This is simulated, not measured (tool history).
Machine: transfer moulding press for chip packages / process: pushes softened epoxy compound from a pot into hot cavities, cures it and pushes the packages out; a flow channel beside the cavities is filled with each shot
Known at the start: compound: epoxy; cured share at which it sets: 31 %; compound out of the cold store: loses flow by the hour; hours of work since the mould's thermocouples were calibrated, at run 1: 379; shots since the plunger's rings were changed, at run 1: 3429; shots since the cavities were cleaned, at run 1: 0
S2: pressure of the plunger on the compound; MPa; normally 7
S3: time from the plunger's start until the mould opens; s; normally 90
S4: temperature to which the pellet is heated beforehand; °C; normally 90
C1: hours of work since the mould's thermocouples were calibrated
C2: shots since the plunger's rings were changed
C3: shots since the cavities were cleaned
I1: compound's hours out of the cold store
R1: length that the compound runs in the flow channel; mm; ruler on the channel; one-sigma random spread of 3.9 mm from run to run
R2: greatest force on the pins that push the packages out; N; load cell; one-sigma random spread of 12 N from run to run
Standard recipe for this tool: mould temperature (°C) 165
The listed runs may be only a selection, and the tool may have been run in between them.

run 1 day=0 | mould_temperature_(°C)=165 S2=7 S3=90 S4=90 | C1=379 C2=3429 C3=0 | I1=27.4 | R1=734 R2=552
run 2 day=1.712 | mould_temperature_(°C)=165 S2=7 S3=99 S4=90 | C1=396 C2=3785 C3=356 | I1=40.5 | R1=683 R2=732
run 3 day=4.408 | mould_temperature_(°C)=170 S2=7 S3=99 S4=90 | C1=422 C2=4345 C3=916 | I1=14.4 | R1=745 R2=772
-- day=4.692 cavities cleaned with cleaning compound and waxed
-- day=7.062 mould's thermocouples calibrated
run 4 day=7.546 | mould_temperature_(°C)=170 S2=7 S3=99 S4=90 | C1=5 C2=4967 C3=576 | I1=19.7 | R1=716 R2=737
-- day=9.367 cavities cleaned with cleaning compound and waxed
run 5 day=10.388 | mould_temperature_(°C)=170 S2=7 S3=99 S4=90 | C1=32 C2=5544 C3=212 | I1=18.3 | R1=716 R2=549
-- day=10.829 plunger's sealing rings changed
run 6 day=12.567 | mould_temperature_(°C)=165 S2=7.91 S3=90 S4=90 | C1=52 C2=362 C3=644 | I1=25 | R1=830 R2=1027
-- day=14.075 cavities cleaned with cleaning compound and waxed
run 7 day=14.962 | mould_temperature_(°C)=165 S2=7.91 S3=90 S4=90 | C1=75 C2=846 C3=184 | I1=45.2 | R1=745 R2=759
run 8 day=16.667 | mould_temperature_(°C)=165 S2=7 S3=90 S4=90 | C1=92 C2=1201 C3=539 | I1=11.3 | R1=829 R2=1071
run 9 day=18.325 | mould_temperature_(°C)=165 S2=5.37 S3=90 S4=90 | C1=108 C2=1545 C3=883 | I1=40.6 | R1=628 R2=1041
-- day=18.638 cavities cleaned with cleaning compound and waxed
run 10 day=21.633 | mould_temperature_(°C)=165 S2=7.7 S3=90 S4=90 | C1=139 C2=2219 C3=622 | I1=28 | R1=779 R2=1011
-- day=23.458 cavities cleaned with cleaning compound and waxed
run 11 day=23.458 | mould_temperature_(°C)=165 S2=7.7 S3=90 S4=90 | C1=157 C2=2586 C3=0 | I1=25.5 | R1=788 R2=564
run 12 day=25.254 | mould_temperature_(°C)=165 S2=7.7 S3=90 S4=90 | C1=174 C2=2959 C3=373 | I1=30.4 | R1=765 R2=901
-- day=28.121 cavities cleaned with cleaning compound and waxed
run 13 day=28.988 | mould_temperature_(°C)=160 S2=7 S3=90 S4=90 | C1=210 C2=3721 C3=179 | I1=21.2 | R1=776 R2=1107
run 14 day=31.504 | mould_temperature_(°C)=165 S2=6.17 S3=90 S4=90 | C1=235 C2=4244 C3=702 | I1=18.5 | R1=705 R2=1091
-- day=32.742 cavities cleaned with cleaning compound and waxed
run 15 day=35.146 | mould_temperature_(°C)=165 S2=6.17 S3=90 S4=90 | C1=270 C2=4988 C3=500 | I1=10.2 | R1=722 R2=1019
-- day=37.383 cavities cleaned with cleaning compound and waxed
run 16 day=37.612 | mould_temperature_(°C)=163 S2=7.92 S3=86 S4=86 | C1=293 C2=5488 C3=48 | I1=23.1 | R1=775 R2=818
-- day=38.283 plunger's sealing rings changed
run 17 day=40.996 | mould_temperature_(°C)=163 S2=7.92 S3=86 S4=86 | C1=325 C2=563 C3=729 | I1=16.7 | R1=887 R2=1424
-- day=42.025 cavities cleaned with cleaning compound and waxed
run 18 day=43.104 | mould_temperature_(°C)=167 S2=7 S3=90 S4=86 | C1=345 C2=989 C3=225 | I1=10.8 | R1=834 R2=728
-- day=46.608 cavities cleaned with cleaning compound and waxed
run 19 day=46.608 | mould_temperature_(°C)=167 S2=7 S3=90 S4=86 | C1=379 C2=1704 C3=0 | I1=29.2 | R1=752 R2=492
run 20 day=48.929 | mould_temperature_(°C)=162 S2=8.36 S3=90 S4=87 | C1=401 C2=2186 C3=482 | I1=15.6 | R1=894 R2=1279
run 21 day=50.904 | mould_temperature_(°C)=165 S2=7.85 S3=75 S4=96 | C1=421 C2=2596 C3=892 | I1=44.4 | R1=724 R2=1489
-- day=51.208 cavities cleaned with cleaning compound and waxed
run 22 day=52.562 | mould_temperature_(°C)=165 S2=7 S3=94 S4=83 | C1=436 C2=2928 C3=281 | I1=24.8 | R1=750 R2=821
-- day=53.683 mould's thermocouples calibrated
-- day=55.858 cavities cleaned with cleaning compound and waxed
run 23 day=56.325 | mould_temperature_(°C)=161 S2=7 S3=90 S4=81 | C1=25 C2=3679 C3=97 | I1=31.6 | R1=738 R2=930
run 24 day=58.712 | mould_temperature_(°C)=173 S2=7 S3=90 S4=94 | C1=48 C2=4176 C3=594 | I1=39.3 | R1=649 R2=707
-- day=60.417 cavities cleaned with cleaning compound and waxed
run 25 day=60.8 | mould_temperature_(°C)=165 S2=7.7 S3=90 S4=90 | C1=68 C2=4597 C3=80 | I1=46.9 | R1=688 R2=644
run 26 day=63.062 | mould_temperature_(°C)=165 S2=7.7 S3=90 S4=90 | C1=90 C2=5066 C3=549 | I1=9.1 | R1=816 R2=1053
-- day=65.092 cavities cleaned with cleaning compound and waxed
-- day=65.612 plunger's sealing rings changed
run 27 day=66.646 | mould_temperature_(°C)=165 S2=7.7 S3=90 S4=90 | C1=124 C2=214 C3=301 | I1=41.6 | R1=760 R2=821
-- day=70.004 cavities cleaned with cleaning compound and waxed
run 28 day=70.162 | mould_temperature_(°C)=165 S2=7.7 S3=90 S4=90 | C1=157 C2=932 C3=33 | I1=13.5 | R1=866 R2=630

Alternative continuations, all from the tool just after run 28; predict every row:
run A day=72.825 | mould_temperature_(°C)=165 S2=7.7 S3=90 S4=89 | C1=183 C2=1485 C3=586 | I1=10.9 | R1=? R2=?
run B day=72.825 | mould_temperature_(°C)=169 S2=7.7 S3=90 S4=93 | C1=183 C2=1485 C3=586 | I1=46.3 | R1=? R2=?
run C day=72.825 | mould_temperature_(°C)=163 S2=7.7 S3=90 S4=90 | C1=183 C2=1485 C3=586 | I1=16.7 | R1=? R2=?

run=A R1=866 R2=1063
run=B R1=718 R2=778
run=C R1=855 R2=1169
Without the tool's hidden state the same runs would have given:
run=A R1=894 R2=583
run=B R1=742 R2=428
run=C R1=884 R2=641

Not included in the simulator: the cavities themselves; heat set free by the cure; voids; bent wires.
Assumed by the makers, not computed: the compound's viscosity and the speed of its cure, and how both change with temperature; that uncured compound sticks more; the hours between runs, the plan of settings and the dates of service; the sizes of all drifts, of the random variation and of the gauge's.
